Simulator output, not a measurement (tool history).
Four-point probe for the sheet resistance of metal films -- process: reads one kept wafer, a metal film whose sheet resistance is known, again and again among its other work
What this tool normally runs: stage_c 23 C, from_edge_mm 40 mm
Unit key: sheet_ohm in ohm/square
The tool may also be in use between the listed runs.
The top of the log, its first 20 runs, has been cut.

run     day  stage_c  from_edge_mm  sheet_ohm
 21  54.075       18             5   0.039805
 22  56.404       24            11   0.038815
 23  59.254       24            11   0.038813
 24  61.133       26             9   0.038954
 25  64.450       23            35   0.038568
 26  66.742       23             5   0.039842
 27  68.508       24            21   0.038606
 28  71.525       24            21   0.038611
 29  73.079       26            26   0.038593
 30  74.621       26            26   0.038587
 31  77.196       35             5   0.039868

Branching from run 31: 3 alternative next runs. What would each branch give?
  A  79.754       30            40          ?
  B  79.754       29             9          ?
  C  79.754       24            28          ?

run  sheet_ohm
  A   0.038589
  B   0.038969
  C   0.038592
Without the tool's hidden state the same runs would have given:
run  sheet_ohm
  A   0.038551
  B   0.038930
  C   0.038554

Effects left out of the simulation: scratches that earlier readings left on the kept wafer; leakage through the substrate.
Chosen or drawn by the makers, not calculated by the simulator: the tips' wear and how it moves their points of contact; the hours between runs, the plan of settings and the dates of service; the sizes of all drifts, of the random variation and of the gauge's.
